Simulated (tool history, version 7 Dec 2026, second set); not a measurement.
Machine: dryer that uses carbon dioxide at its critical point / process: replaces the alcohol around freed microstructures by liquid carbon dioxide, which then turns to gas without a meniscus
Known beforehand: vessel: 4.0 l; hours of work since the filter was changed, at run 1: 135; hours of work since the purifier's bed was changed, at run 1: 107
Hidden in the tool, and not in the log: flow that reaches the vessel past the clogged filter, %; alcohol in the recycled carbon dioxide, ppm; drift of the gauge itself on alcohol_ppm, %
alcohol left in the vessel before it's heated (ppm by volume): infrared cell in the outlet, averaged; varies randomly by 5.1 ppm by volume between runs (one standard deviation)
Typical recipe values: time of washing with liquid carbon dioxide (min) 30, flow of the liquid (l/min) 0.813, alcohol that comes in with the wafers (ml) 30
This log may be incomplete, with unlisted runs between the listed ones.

| run | hour | time of washing with liquid carbon dioxide (min) | flow of the liquid (l/min) | alcohol that comes in with the wafers (ml) | hours of work since the filter was changed | hours of work since the purifier's bed was changed | alcohol left in the vessel before it's heated (ppm by volume) |
|---|---|---|---|---|---|---|---|
| 1 | 0 | 30 | 0.813 | 30 | 135 | 107 | 84 |
| 2 | 8.3 | 30 | 0.813 | 30 | 138 | 110 | 81 |
| 3 | 15.6 | 19 | 0.813 | 30 | 140 | 113 | 368 |
| 4 | 21.2 | 19 | 0.813 | 24 | 142 | 115 | 300 |
| 5 | 31.4 | 30 | 0.501 | 30 | 146 | 119 | 426 |
| 6 | 36.5 | 30 | 0.813 | 24 | 148 | 121 | 63 |
| 7 | 42.8 | 30 | 0.543 | 47 | 150 | 123 | 528 |
| 8 | 50.3 | 18 | 1.153 | 77 | 153 | 126 | 332 |
| 9 | 60.1 | 18 | 1.153 | 77 | 157 | 129 | 355 |
| 10 | 68.9 | 19 | 1.175 | 77 | 160 | 133 | 265 |

The logged runs with the hidden state left out (each run's random variation unchanged):
| run | alcohol left in the vessel before it's heated (ppm by volume) |
|---|---|
| 1 | 59 |
| 2 | 57 |
| 3 | 292 |
| 4 | 236 |
| 5 | 339 |
| 6 | 40 |
| 7 | 412 |
| 8 | 237 |
| 9 | 255 |
| 10 | 184 |

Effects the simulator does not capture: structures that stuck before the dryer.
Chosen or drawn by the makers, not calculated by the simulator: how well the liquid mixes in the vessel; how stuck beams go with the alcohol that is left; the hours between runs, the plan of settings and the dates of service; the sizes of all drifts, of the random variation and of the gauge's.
